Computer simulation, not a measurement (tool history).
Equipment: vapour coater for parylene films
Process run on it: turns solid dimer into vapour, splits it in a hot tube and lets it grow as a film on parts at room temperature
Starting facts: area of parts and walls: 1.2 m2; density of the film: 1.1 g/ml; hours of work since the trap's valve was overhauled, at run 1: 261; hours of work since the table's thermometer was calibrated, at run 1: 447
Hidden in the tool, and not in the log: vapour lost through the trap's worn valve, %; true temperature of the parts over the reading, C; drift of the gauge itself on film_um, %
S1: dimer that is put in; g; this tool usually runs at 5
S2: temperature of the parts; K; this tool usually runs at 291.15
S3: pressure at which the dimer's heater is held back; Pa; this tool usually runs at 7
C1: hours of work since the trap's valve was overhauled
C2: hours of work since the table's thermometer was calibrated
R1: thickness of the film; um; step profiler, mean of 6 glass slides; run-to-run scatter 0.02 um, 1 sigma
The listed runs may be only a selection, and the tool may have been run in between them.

{"run": 1, "hour": 0.0, "S1": 5, "S2": 291.15, "S3": 7, "C1": 261, "C2": 447, "R1": 1.83}
{"run": 2, "hour": 10.1, "S1": 5, "S2": 291.15, "S3": 7, "C1": 269, "C2": 456, "R1": 1.83}
{"run": 3, "hour": 26.9, "S1": 5, "S2": 291.15, "S3": 7, "C1": 283, "C2": 470, "R1": 1.85}
{"run": 4, "hour": 40.9, "S1": 3, "S2": 291.15, "S3": 7, "C1": 295, "C2": 481, "R1": 1.11}
{"run": 5, "hour": 59.1, "S1": 3, "S2": 291.15, "S3": 7, "C1": 310, "C2": 497, "R1": 1.12}
{"run": 6, "hour": 76.4, "S1": 3, "S2": 291.15, "S3": 7, "C1": 325, "C2": 511, "R1": 1.08}
{"run": 7, "hour": 94.7, "S1": 2, "S2": 295.15, "S3": 11.49, "C1": 340, "C2": 527, "R1": 0.59}

Run 8 comes next. What will it give?
{"run": 8, "hour": 109.5, "S1": 3, "S2": 299.15, "S3": 9.12, "C1": 352, "C2": 539, "R1": "?"}

{"run 8": {"R1": 0.8}}
On a tool with no hidden condition, and with the same random variation, this run would have come out at R1 0.89 um.

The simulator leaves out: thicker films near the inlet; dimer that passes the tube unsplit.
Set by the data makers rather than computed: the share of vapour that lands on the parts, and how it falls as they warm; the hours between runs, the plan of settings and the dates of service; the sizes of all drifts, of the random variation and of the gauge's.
